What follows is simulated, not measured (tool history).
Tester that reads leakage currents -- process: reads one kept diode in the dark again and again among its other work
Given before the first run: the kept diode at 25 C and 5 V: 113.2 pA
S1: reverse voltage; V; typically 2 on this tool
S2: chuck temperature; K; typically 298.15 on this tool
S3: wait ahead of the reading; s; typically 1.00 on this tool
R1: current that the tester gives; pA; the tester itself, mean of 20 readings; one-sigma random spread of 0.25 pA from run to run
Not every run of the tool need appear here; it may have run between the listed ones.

{"run": 1, "hour": 0.0, "S1": 2, "S2": 298.15, "S3": 1.0, "R1": 80.69}
{"run": 2, "hour": 74.2, "S1": 2, "S2": 298.15, "S3": 1.0, "R1": 80.95}
{"run": 3, "hour": 133.5, "S1": 2, "S2": 298.15, "S3": 1.0, "R1": 81.13}
{"run": 4, "hour": 170.7, "S1": 2, "S2": 298.15, "S3": 1.0, "R1": 80.85}
{"run": 5, "hour": 236.9, "S1": 2, "S2": 298.15, "S3": 1.0, "R1": 80.32}
{"run": 6, "hour": 279.6, "S1": 2, "S2": 298.15, "S3": 1.0, "R1": 81.06}
{"run": 7, "hour": 349.5, "S1": 2, "S2": 298.15, "S3": 0.35, "R1": 81.36}

Estimate the outcome of run 8 from the log above:
{"run": 8, "hour": 390.1, "S1": 2, "S2": 298.15, "S3": 0.35, "R1": "?"}

R1: 80.92 pA
Minus the tool's unlogged condition, the same run would have read R1 80.96 pA.
